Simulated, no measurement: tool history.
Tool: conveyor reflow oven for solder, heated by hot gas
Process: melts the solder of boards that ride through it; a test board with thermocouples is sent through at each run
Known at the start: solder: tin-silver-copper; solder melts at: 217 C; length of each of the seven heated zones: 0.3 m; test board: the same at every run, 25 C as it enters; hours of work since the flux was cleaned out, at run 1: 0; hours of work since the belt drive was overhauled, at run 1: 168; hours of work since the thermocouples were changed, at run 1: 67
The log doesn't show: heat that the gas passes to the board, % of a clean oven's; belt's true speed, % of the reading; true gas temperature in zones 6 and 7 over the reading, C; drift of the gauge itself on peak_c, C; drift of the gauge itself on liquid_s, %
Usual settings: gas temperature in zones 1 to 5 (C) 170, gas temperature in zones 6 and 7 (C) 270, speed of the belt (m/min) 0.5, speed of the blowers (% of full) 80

run    hour  gas temperature in zones 1 to 5 (C)  gas temperature in zones 6 and 7 (C)  speed of the belt (m/min)  speed of the blowers (% of full)  hours of work since the flux was cleaned out  hours of work since the belt drive was overhauled  hours of work since the thermocouples were changed  highest temperature of the board (C)  time above the solder's melting point (s)
  1       0                                  170                                   270                        0.5                                80                                             0                                                168                                                  67                                   258                                       56.5
  2    49.5                                  170                                   270                        0.5                                80                                            39                                                207                                                 106                                   258                                       57.6
  3    80.1                                  170                                   270                        0.5                                80                                            63                                                231                                                 130                                 257.2                                       57.1
  4   132.1                                  170                                   270                        0.5                                80                                           104                                                272                                                 171                                 256.9                                       56.5
  5   185.6                                  170                                   270                        0.5                                80                                           147                                                315                                                 213                                 256.7                                       56.8
  6     219                                  170                                   270                        0.5                                80                                           173                                                341                                                 240                                 257.7                                       55.3
  7   256.5                                  170                                   270                        0.5                                80                                           203                                                371                                                 269                                 257.1                                       55.8
  8   286.6                                  170                                   270                        0.5                                80                                           226                                                394                                                 293                                 256.5                                       56.6
  9   331.5                                  167                                   270                        0.5                                80                                           262                                                430                                                 328                                 256.6                                       55.9
 10   384.7                                  167                                   270                        0.5                                80                                           304                                                472                                                 370                                 255.4                                       54.5
 11   445.4                                  170                                   270                        0.5                                80                                           352                                                520                                                 418                                 255.7                                       55.4
 12   491.8                                  162                                   270                        0.5                                80                                           388                                                556                                                 455                                 254.6                                       51.5
 13   562.2                                  179                                   270                        0.5                                80                                           444                                                612                                                 511                                 256.3                                       58.7
      590.6  -- flux residue cleaned out of gas plates and filters
 14   626.2                                  179                                   270                      0.494                                65                                            28                                                659                                                 557                                 257.5                                         61
 15   678.4                                  170                                   273                        0.5                                70                                            69                                                700                                                 598                                 259.3                                       57.3
 16   742.9                                  170                                   273                        0.5                                70                                           120                                                751                                                 649                                 259.5                                       58.4
 17   785.6                                  170                                   270                        0.5                                55                                           154                                                785                                                 683                                 252.1                                       53.2
 18   829.1                                  175                                   271                      0.599                                75                                           188                                                819                                                 717                                 252.8                                         45
 19   883.2                                  183                                   270                        0.5                                80                                           231                                                862                                                 760                                 259.3                                       62.5
 20     927                                  165                                   259                      0.586                                54                                           266                                                896                                                 795                                 235.4                                       27.5
 21   980.2                                  165                                   259                      0.586                                54                                           308                                                938                                                 837                                 233.9                                         27
 22  1045.4                                  165                                   259                      0.586                                54                                           359                                                990                                                 888                                 233.7                                       26.1
 23  1078.1                                  185                                   259                      0.586                                54                                           385                                               1016                                                 914                                 238.8                                       38.4
 24  1111.6                                  170                                   260                        0.5                                80                                           411                                               1042                                                 940                                 246.1                                       50.2
 25  1160.2                                  171                                   270                      0.486                                57                                           450                                               1080                                                 979                                 252.7                                       53.8
     1181.5  -- flux residue cleaned out of gas plates and filters
 26  1197.8                                  171                                   270                      0.486                                57                                            13                                               1106                                                1005                                 256.1                                       56.8

4 ways to go on from here, each from the tool as it stands after run 26. What would each give?
  A  1240.1                                  170                                   273                        0.5                                80                                            46                                               1140                                                1038                                     ?                                          ?
  B  1240.1                                  171                                   281                      0.511                                83                                            46                                               1140                                                1038                                     ?                                          ?
  C  1240.1                                  173                                   270                        0.5                                53                                            46                                               1140                                                1038                                     ?                                          ?
  D  1240.1                                  185                                   270                      0.449                                80                                            46                                               1140                                                1038                                     ?                                          ?

run  highest temperature of the board (C)  time above the solder's melting point (s)
  A                                 262.5                                       62.1
  B                                 269.5                                       62.3
  C                                 253.9                                       55.1
  D                                 264.2                                       73.6
Without the tool's hidden state the same runs would have given:
run  highest temperature of the board (C)  time above the solder's melting point (s)
  A                                 260.3                                       59.8
  B                                 267.2                                       60.1
  C                                 251.6                                       52.4
  D                                 261.9                                       71.1

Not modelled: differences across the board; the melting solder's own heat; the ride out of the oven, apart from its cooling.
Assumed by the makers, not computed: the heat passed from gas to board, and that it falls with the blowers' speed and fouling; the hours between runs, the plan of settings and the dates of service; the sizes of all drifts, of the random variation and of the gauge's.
